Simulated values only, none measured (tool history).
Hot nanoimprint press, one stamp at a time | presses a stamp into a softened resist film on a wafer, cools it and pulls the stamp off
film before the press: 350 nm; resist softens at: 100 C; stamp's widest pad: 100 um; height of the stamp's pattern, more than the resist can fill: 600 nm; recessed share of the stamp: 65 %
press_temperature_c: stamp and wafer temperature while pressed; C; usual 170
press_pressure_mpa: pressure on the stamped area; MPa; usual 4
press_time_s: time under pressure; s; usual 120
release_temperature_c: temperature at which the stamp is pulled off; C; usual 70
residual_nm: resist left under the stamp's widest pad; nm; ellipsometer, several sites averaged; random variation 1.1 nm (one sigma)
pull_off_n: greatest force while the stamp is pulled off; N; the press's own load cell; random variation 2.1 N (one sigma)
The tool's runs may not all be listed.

run     day  press_temperature_c  press_pressure_mpa  press_time_s  release_temperature_c  residual_nm  pull_off_n
  1       0                  170                   4           120                     70        179.4         129
      0.654  -- stamp cleaned and given a new release coat
  2   2.229                  170                   4           218                     70        146.9         100
  3   3.788                  170                   4           218                     70        146.8         103
  4   5.875                  170                   4           120                     77        180.7          82
  5   8.996                  168                   4           120                     77        200.6          84
     10.867  -- press's hydraulic seals changed and the load cell set to zero
  6   11.95                  170                   4           120                     70          182         106
  7  14.033                  172                   4           120                     70        165.7         112
  8  16.754                  170                   4           120                     70        183.5         115
     19.483  -- plate thermocouple calibrated
  9  19.888                  170                   4           120                     70        188.1         119
 10  22.062                  161                   4           120                     70        273.2         119
 11  24.975                  161                   4           120                     70        273.5         122
 12   27.75                  161                   4           120                     70          279         125
 13  29.525                  161                   4           120                     70          278         128
 14  31.321                  161                   4           120                     70        277.7         130
 15  34.425                  161                   4           120                     70        275.6         133
     36.158  -- plate thermocouple calibrated, once more
 16  36.304                  182                4.49           120                     69         87.1         126
     37.142  -- stamp cleaned and given a new release coat
 17  38.008                  166                   4           120                     60        204.6         128
 18  41.154                  165                3.76           120                     78        222.8          73

Run 19 comes next. What will it give?
 19  42.979                  165                3.76           120                     78            ?           ?

residual_nm: 223.8 nm
pull_off_n: 72 N
Without the tool's hidden state the same run would have given residual_nm 222.9 nm, pull_off_n 69 N.
